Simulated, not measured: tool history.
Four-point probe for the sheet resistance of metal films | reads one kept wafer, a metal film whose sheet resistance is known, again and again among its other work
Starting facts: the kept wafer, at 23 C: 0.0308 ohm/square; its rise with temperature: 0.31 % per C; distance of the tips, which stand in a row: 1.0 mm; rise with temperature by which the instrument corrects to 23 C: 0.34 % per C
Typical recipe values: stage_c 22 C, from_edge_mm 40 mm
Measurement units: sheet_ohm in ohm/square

{"run": 1, "hour": 0.0, "stage_c": 22, "from_edge_mm": 40, "sheet_ohm": 0.030822}
{"run": 2, "hour": 28.3, "stage_c": 22, "from_edge_mm": 40, "sheet_ohm": 0.030829}
{"run": 3, "hour": 57.7, "stage_c": 22, "from_edge_mm": 40, "sheet_ohm": 0.030817}
{"run": 4, "hour": 77.0, "stage_c": 19, "from_edge_mm": 40, "sheet_ohm": 0.030849}
{"run": 5, "hour": 89.3, "stage_c": 19, "from_edge_mm": 40, "sheet_ohm": 0.030846}
{"run": 6, "hour": 111.5, "stage_c": 19, "from_edge_mm": 40, "sheet_ohm": 0.030838}
{"run": 7, "hour": 130.9, "stage_c": 22, "from_edge_mm": 40, "sheet_ohm": 0.030819}
{"run": 8, "hour": 154.8, "stage_c": 22, "from_edge_mm": 40, "sheet_ohm": 0.030816}
{"run": 9, "hour": 169.2, "stage_c": 22, "from_edge_mm": 29, "sheet_ohm": 0.030824}
{"run": 10, "hour": 189.9, "stage_c": 22, "from_edge_mm": 7, "sheet_ohm": 0.031149}
{"run": 11, "hour": 218.9, "stage_c": 22, "from_edge_mm": 7, "sheet_ohm": 0.031149}
{"run": 12, "hour": 242.9, "stage_c": 22, "from_edge_mm": 7, "sheet_ohm": 0.031141}
{"run": 13, "hour": 256.8, "stage_c": 22, "from_edge_mm": 7, "sheet_ohm": 0.031142}
{"run": 14, "hour": 275.7, "stage_c": 22, "from_edge_mm": 40, "sheet_ohm": 0.03082}
{"run": 15, "hour": 291.6, "stage_c": 22, "from_edge_mm": 40, "sheet_ohm": 0.030811}
{"run": 16, "hour": 310.9, "stage_c": 22, "from_edge_mm": 40, "sheet_ohm": 0.030825}
{"run": 17, "hour": 332.9, "stage_c": 31, "from_edge_mm": 40, "sheet_ohm": 0.030735}
{"run": 18, "hour": 358.8, "stage_c": 31, "from_edge_mm": 40, "sheet_ohm": 0.030749}
{"run": 19, "hour": 378.8, "stage_c": 31, "from_edge_mm": 40, "sheet_ohm": 0.030739}
{"run": 20, "hour": 407.1, "stage_c": 31, "from_edge_mm": 40, "sheet_ohm": 0.030744}
{"run": 21, "hour": 432.6, "stage_c": 22, "from_edge_mm": 40, "sheet_ohm": 0.030809}
{"run": 22, "hour": 455.0, "stage_c": 22, "from_edge_mm": 40, "sheet_ohm": 0.030815}
{"run": 23, "hour": 483.5, "stage_c": 22, "from_edge_mm": 40, "sheet_ohm": 0.030818}
{"run": 24, "hour": 506.7, "stage_c": 22, "from_edge_mm": 40, "sheet_ohm": 0.030815}
{"run": 25, "hour": 520.2, "stage_c": 26, "from_edge_mm": 39, "sheet_ohm": 0.030783}
{"run": 26, "hour": 538.7, "stage_c": 26, "from_edge_mm": 39, "sheet_ohm": 0.030782}
{"run": 27, "hour": 557.1, "stage_c": 30, "from_edge_mm": 66, "sheet_ohm": 0.030728}
{"run": 28, "hour": 570.3, "stage_c": 30, "from_edge_mm": 66, "sheet_ohm": 0.030742}
{"run": 29, "hour": 594.9, "stage_c": 22, "from_edge_mm": 41, "sheet_ohm": 0.03082}
{"run": 30, "hour": 614.8, "stage_c": 30, "from_edge_mm": 5, "sheet_ohm": 0.031377}
{"run": 31, "hour": 638.2, "stage_c": 31, "from_edge_mm": 5, "sheet_ohm": 0.031369}
{"run": 32, "hour": 660.2, "stage_c": 27, "from_edge_mm": 19, "sheet_ohm": 0.030813}
{"run": 33, "hour": 684.0, "stage_c": 32, "from_edge_mm": 18, "sheet_ohm": 0.030776}
{"run": 34, "hour": 697.5, "stage_c": 22, "from_edge_mm": 9, "sheet_ohm": 0.031013}
{"run": 35, "hour": 721.6, "stage_c": 20, "from_edge_mm": 5, "sheet_ohm": 0.031474}
{"hour": 739.1, "done": "stage's thermometer calibrated"}
{"run": 36, "hour": 739.1, "stage_c": 24, "from_edge_mm": 13, "sheet_ohm": 0.030891}
{"run": 37, "hour": 751.9, "stage_c": 30, "from_edge_mm": 10, "sheet_ohm": 0.030896}
{"run": 38, "hour": 779.1, "stage_c": 21, "from_edge_mm": 12, "sheet_ohm": 0.030923}
{"run": 39, "hour": 800.0, "stage_c": 34, "from_edge_mm": 18, "sheet_ohm": 0.03075}
{"run": 40, "hour": 828.7, "stage_c": 34, "from_edge_mm": 18, "sheet_ohm": 0.030754}
{"run": 41, "hour": 852.5, "stage_c": 26, "from_edge_mm": 18, "sheet_ohm": 0.030834}
{"run": 42, "hour": 873.3, "stage_c": 26, "from_edge_mm": 18, "sheet_ohm": 0.030816}
{"run": 43, "hour": 887.6, "stage_c": 29, "from_edge_mm": 22, "sheet_ohm": 0.030778}
{"run": 44, "hour": 905.7, "stage_c": 29, "from_edge_mm": 22, "sheet_ohm": 0.030775}

Forecast each of these 5 alternatives for the next run:
{"run": "A", "hour": 926.5, "stage_c": 29, "from_edge_mm": 19, "sheet_ohm": "?"}
{"run": "B", "hour": 926.5, "stage_c": 21, "from_edge_mm": 18, "sheet_ohm": "?"}
{"run": "C", "hour": 926.5, "stage_c": 31, "from_edge_mm": 4, "sheet_ohm": "?"}
{"run": "D", "hour": 926.5, "stage_c": 24, "from_edge_mm": 40, "sheet_ohm": "?"}
{"run": "E", "hour": 926.5, "stage_c": 30, "from_edge_mm": 28, "sheet_ohm": "?"}

run=A sheet_ohm=0.030785
run=B sheet_ohm=0.030860
run=C sheet_ohm=0.031722
run=D sheet_ohm=0.030800
run=E sheet_ohm=0.030764
Take away the tool's hidden state, keep each run's random variation, and the runs would have read:
run=A sheet_ohm=0.030788
run=B sheet_ohm=0.030863
run=C sheet_ohm=0.031725
run=D sheet_ohm=0.030802
run=E sheet_ohm=0.030766
